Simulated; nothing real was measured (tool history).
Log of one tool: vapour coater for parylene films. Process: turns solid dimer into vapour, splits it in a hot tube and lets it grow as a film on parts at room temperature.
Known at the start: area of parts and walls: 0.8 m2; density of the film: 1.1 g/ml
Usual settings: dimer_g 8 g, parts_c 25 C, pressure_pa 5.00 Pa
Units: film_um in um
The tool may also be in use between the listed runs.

run	hour	dimer_g	parts_c	pressure_pa	film_um
1	0.0	8	25	5.00	4.50
2	54.3	8	34	5.00	3.25
3	81.6	8	34	5.00	3.23
4	139.4	8	34	5.00	3.26
5	178.8	8	36	5.00	3.04
6	203.4	9	25	5.00	5.09
7	231.2	9	25	5.00	5.07
8	256.8	9	25	5.00	5.07
9	288.5	8	25	8.50	4.06
10	315.3	6	25	8.50	3.04
11	353.8	6	25	8.50	3.03
12	377.8	6	25	8.50	3.05
13	402.4	8	25	5.00	4.52
# hour 429.7: trap's valve overhauled
14	455.4	8	25	5.00	4.49
15	490.6	8	17	4.65	6.08
16	527.6	5	33	3.16	2.30

The next listed run, before its measurement:
17	581.1	5	33	3.16	?

{"run 17": {"film_um": 2.29}}
Without the tool's hidden state the same run would have given film_um 2.28 um.
